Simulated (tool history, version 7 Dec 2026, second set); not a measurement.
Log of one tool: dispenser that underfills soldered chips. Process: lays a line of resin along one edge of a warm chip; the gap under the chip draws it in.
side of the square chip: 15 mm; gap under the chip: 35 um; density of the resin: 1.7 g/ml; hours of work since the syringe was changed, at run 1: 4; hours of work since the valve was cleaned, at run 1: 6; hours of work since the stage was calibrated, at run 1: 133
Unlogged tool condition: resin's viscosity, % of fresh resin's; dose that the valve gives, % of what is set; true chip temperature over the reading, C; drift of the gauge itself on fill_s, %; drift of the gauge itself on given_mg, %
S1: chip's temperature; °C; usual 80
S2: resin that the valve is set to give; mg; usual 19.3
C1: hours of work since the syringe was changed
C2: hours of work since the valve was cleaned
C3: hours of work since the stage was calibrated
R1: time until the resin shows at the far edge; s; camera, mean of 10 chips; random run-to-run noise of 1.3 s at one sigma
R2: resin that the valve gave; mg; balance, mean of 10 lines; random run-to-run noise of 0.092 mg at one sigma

run 1 hour=0 | S1=80 S2=19.3 | C1=4 C2=6 C3=133 | R1=158.7 R2=19.37
-- hour=2.1 new syringe of resin
run 2 hour=4.8 | S1=80 S2=21.2 | C1=2 C2=9 C3=136 | R1=131.7 R2=21.15
-- hour=11.5 new syringe of resin
run 3 hour=11.6 | S1=80 S2=21.2 | C1=0 C2=13 C3=140 | R1=123.4 R2=21.04
run 4 hour=17.7 | S1=80 S2=23.1 | C1=4 C2=16 C3=144 | R1=152.3 R2=23
-- hour=20.6 new syringe of resin
run 5 hour=24.1 | S1=80 S2=23.1 | C1=2 C2=20 C3=148 | R1=137.1 R2=22.95
run 6 hour=28.6 | S1=80 S2=23.1 | C1=5 C2=23 C3=150 | R1=159.7 R2=22.74
-- hour=30.2 new syringe of resin
run 7 hour=35.8 | S1=80 S2=23.1 | C1=3 C2=27 C3=155 | R1=144.3 R2=22.73
-- hour=39.9 new syringe of resin
run 8 hour=43.3 | S1=80 S2=23.1 | C1=2 C2=31 C3=159 | R1=137.3 R2=22.67
run 9 hour=48.7 | S1=67 S2=23.1 | C1=5 C2=35 C3=162 | R1=307.7 R2=22.54
-- hour=49.8 new syringe of resin
run 10 hour=57.5 | S1=80 S2=20.4 | C1=5 C2=40 C3=168 | R1=162.3 R2=19.8

Run 11 comes next. What will it give?
-- hour=59.2 new syringe of resin
run 11 hour=65.8 | S1=80 S2=20.4 | C1=4 C2=45 C3=172 | R1=? R2=?

R1: 154.6 s
R2: 19.8 mg
If the tool had no hidden condition, the same run with the same run-to-run variation would have returned R1 123.6 s, R2 20.42 mg.

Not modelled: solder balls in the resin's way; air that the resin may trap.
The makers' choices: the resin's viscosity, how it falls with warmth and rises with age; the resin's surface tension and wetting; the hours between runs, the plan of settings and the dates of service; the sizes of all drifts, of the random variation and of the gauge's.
